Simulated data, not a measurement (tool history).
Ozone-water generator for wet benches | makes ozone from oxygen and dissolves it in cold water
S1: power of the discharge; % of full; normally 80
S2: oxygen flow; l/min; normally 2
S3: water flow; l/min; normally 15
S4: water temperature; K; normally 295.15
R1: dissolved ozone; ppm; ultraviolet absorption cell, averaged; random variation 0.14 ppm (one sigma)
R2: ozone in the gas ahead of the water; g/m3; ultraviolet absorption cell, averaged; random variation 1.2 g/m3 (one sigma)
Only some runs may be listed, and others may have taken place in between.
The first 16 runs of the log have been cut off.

run	hour	S1	S2	S3	S4	R1	R2
17	521.9	93	2.23	15	295.15	18.5	234.7
18	569.6	50	2.23	15	290.15	11.5	137.8
19	600.1	80	2.28	23	295.15	11.3	204.4
20	648.6	80	2	18	288.15	14.6	220.8
21	680	80	2	18	288.15	14.7	217.9
22	704.1	49	2	12	293.15	12.9	145
23	745.1	73	1.59	22	296.15	10.1	231.3
24	765.9	80	1.86	15	293.15	15.9	227.6
25	807.7	79	1.74	12	292.15	19.2	234.4
26	849.7	80	2	11	295.15	19.8	220
27	880.7	80	2	11	295.15	20.4	218.8
28	901.2	99	2	24	295.15	12.7	261.3
29	926	80	1.09	12	293.15	17.7	305.1

Run 30 comes next. What will it give?
30	959.7	80	2	15	297.15	?	?

{"run 30": {"R1": 15.5, "R2": 216.9}}
Minus the tool's unlogged condition, the same run would have read R1 16.2 ppm, R2 223.3 g/m3.
